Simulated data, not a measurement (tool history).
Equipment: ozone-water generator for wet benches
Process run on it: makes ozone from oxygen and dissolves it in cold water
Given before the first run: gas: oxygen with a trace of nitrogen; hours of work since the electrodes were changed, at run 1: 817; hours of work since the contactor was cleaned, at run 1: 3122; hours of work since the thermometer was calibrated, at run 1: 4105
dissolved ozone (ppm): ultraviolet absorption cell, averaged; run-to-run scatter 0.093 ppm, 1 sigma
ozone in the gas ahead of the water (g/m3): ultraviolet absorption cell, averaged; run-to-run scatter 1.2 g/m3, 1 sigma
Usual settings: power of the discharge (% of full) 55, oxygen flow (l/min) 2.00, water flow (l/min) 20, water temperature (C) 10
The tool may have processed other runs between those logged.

run   hour  power of the discharge (% of full)  oxygen flow (l/min)  water flow (l/min)  water temperature (C)  hours of work since the electrodes were changed  hours of work since the contactor was cleaned  hours of work since the thermometer was calibrated  dissolved ozone (ppm)  ozone in the gas ahead of the water (g/m3)
  1    0.0                                  55                 2.00                  20                     10                                              817                                           3122                                                4105                  14.37                                       224.5
      23.7  -- contactor cleaned
  2   27.4                                  55                 1.24                  20                     10                                              836                                              3                                                4125                  13.12                                       305.8
  3   47.9                                  55                 1.24                  20                     10                                              853                                             20                                                4141                  13.16                                       305.3
  4   75.6                                  55                 1.24                  20                     10                                              876                                             43                                                4164                  13.07                                       304.3
  5  107.6                                  55                 1.24                  20                     10                                              902                                             69                                                4191                  13.23                                       305.2
  6  138.4                                  45                 2.00                  20                     10                                              928                                             95                                                4216                  12.72                                       193.3
  7  166.1                                  45                 2.00                  20                     10                                              951                                            117                                                4239                  12.61                                       195.8
  8  183.5                                  55                 2.00                  20                     10                                              965                                            132                                                4253                  14.55                                       222.1
  9  207.7                                  55                 1.14                  20                     10                                              985                                            152                                                4273                  12.91                                       321.1
 10  230.5                                  55                 2.00                  20                     10                                             1004                                            170                                                4292                  14.39                                       222.6
 11  259.8                                  55                 2.00                  20                     10                                             1028                                            195                                                4316                  14.22                                       222.4
 12  290.5                                  55                 2.00                  20                     10                                             1053                                            220                                                4341                  14.31                                       222.2
 13  307.5                                  55                 3.02                  20                     10                                             1067                                            234                                                4355                  14.96                                       171.4
 14  321.8                                  55                 3.02                  20                     10                                             1079                                            246                                                4367                  15.14                                       171.3
 15  349.9                                  55                 2.00                  20                     10                                             1102                                            269                                                4390                  14.27                                       222.0
 16  382.4                                  55                 2.00                  20                     10                                             1129                                            296                                                4417                  14.41                                       221.5
 17  405.3                                  55                 2.00                  26                     10                                             1148                                            315                                                4436                  10.62                                       223.1
 18  427.2                                  43                 1.80                  26                     10                                             1166                                            333                                                4454                   8.83                                       202.8
 19  459.9                                  55                 3.21                  22                     10                                             1193                                            360                                                4481                  13.77                                       164.7
     463.1  -- water thermometer calibrated
 20  490.8                                  53                 1.16                  18                      7                                             1218                                            385                                                  23                  14.33                                       307.2
 21  511.5                                  53                 1.16                  18                      7                                             1235                                            402                                                  40                  14.49                                       305.3
 22  545.8                                  53                 1.16                  18                      7                                             1263                                            430                                                  68                  14.29                                       305.9
     570.0  -- water thermometer calibrated, once more
 23  574.2                                  53                 1.16                  18                      9                                             1286                                            453                                                   3                  14.19                                       308.0
 24  593.6                                  51                 1.90                  23                     18                                             1302                                            469                                                  19                  11.03                                       218.7
 25  615.7                                  51                 1.90                  23                     18                                             1321                                            487                                                  38                  10.89                                       219.0
 26  642.6                                  64                 1.29                  23                      7                                             1343                                            509                                                  60                  12.40                                       327.3
 27  670.0                                  64                 1.29                  23                      7                                             1365                                            532                                                  82                  12.64                                       323.1
 28  687.5                                  80                 2.00                  15                     10                                             1380                                            546                                                  97                  24.63                                       285.5
 29  717.2                                  57                 1.60                  28                      7                                             1404                                            571                                                 121                   9.53                                       261.8
 30  742.4                                  57                 1.60                  28                      7                                             1425                                            592                                                 142                   9.42                                       261.5
 31  759.6                                  51                 2.66                  28                      7                                             1439                                            606                                                 156                   9.87                                       176.0
 32  791.4                                  51                 2.66                  28                      7                                             1465                                            632                                                 182                   9.82                                       177.5
 33  805.5                                  51                 2.66                  28                      7                                             1477                                            644                                                 194                   9.93                                       174.7

Alternative continuations, all from the tool just after run 33; predict every row:
  A  819.7                                  53                 1.36                  20                      7                                             1489                                            655                                                 206                      ?                                           ?
  B  819.7                                  45                 2.52                  28                      9                                             1489                                            655                                                 206                      ?                                           ?
  C  819.7                                  51                 1.37                  13                      7                                             1489                                            655                                                 206                      ?                                           ?
  D  819.7                                  55                 2.00                  27                     10                                             1489                                            655                                                 206                      ?                                           ?

run  dissolved ozone (ppm)  ozone in the gas ahead of the water (g/m3)
  A                  13.29                                       276.9
  B                   8.92                                       166.3
  C                  20.64                                       270.8
  D                  10.05                                       222.0
Without the tool's unlogged condition, the same runs would have read:
run  dissolved ozone (ppm)  ozone in the gas ahead of the water (g/m3)
  A                  13.55                                       281.1
  B                   9.09                                       168.5
  C                  21.00                                       274.8
  D                  10.26                                       225.4
